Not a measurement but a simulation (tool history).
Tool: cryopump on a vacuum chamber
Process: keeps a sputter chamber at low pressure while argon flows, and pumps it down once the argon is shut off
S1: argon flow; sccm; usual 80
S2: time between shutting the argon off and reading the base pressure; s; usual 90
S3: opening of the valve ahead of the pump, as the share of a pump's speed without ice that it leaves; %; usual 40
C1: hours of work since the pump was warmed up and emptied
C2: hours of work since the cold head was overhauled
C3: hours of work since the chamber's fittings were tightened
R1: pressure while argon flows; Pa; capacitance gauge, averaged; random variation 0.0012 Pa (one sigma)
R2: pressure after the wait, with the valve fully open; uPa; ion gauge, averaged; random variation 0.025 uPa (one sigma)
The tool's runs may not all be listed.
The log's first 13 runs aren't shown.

run,hour,S1,S2,S3,C1,C2,C3,R1,R2
14,480.0,80,90,42,318,318,967,0.2541,1.77
15,525.8,80,90,32,341,341,990,0.3298,1.87
16,548.0,80,90,26,352,352,1001,0.4041,1.86
17,576.8,35,159,31,366,366,1015,0.1489,1.52
18,613.9,35,159,31,385,385,1033,0.1500,1.47
19,661.8,35,159,31,408,408,1057,0.1497,1.56
20,696.7,48,268,46,426,426,1074,0.1405,1.45
21,727.1,82,26,49,441,441,1089,0.2243,3.77
22,772.1,47,161,37,463,463,1111,0.1701,1.58
23,807.7,80,90,29,480,480,1129,0.3684,1.98
24,831.6,80,20,33,492,492,1141,0.3222,4.65
25,851.9,151,29,36,502,502,1151,0.5634,3.57
26,893.2,59,121,23,523,523,1171,0.3417,1.84
27,920.1,147,39,22,536,536,1184,0.8831,2.99
28,965.6,37,39,29,558,558,1207,0.1681,3.01
29,1003.8,37,39,29,577,577,1226,0.1695,3.12
30,1026.0,101,94,40,588,588,1237,0.3384,2.05
31,1073.3,101,94,40,611,611,1260,0.3412,2.06

Forecast each of these 5 alternatives for the next run:
A,1099.2,48,94,40,624,624,1273,?,?
B,1099.2,137,268,28,624,624,1273,?,?
C,1099.2,80,139,40,624,624,1273,?,?
D,1099.2,80,90,48,624,624,1273,?,?
E,1099.2,32,115,56,624,624,1273,?,?

run,R1,R2
A,0.1618,2.05
B,0.6574,1.62
C,0.2715,1.93
D,0.2276,2.13
E,0.0794,1.94
Without the tool's hidden state the same runs would have given:
run,R1,R2
A,0.1551,0.91
B,0.6381,0.46
C,0.2603,0.76
D,0.2163,0.95
E,0.0749,0.81
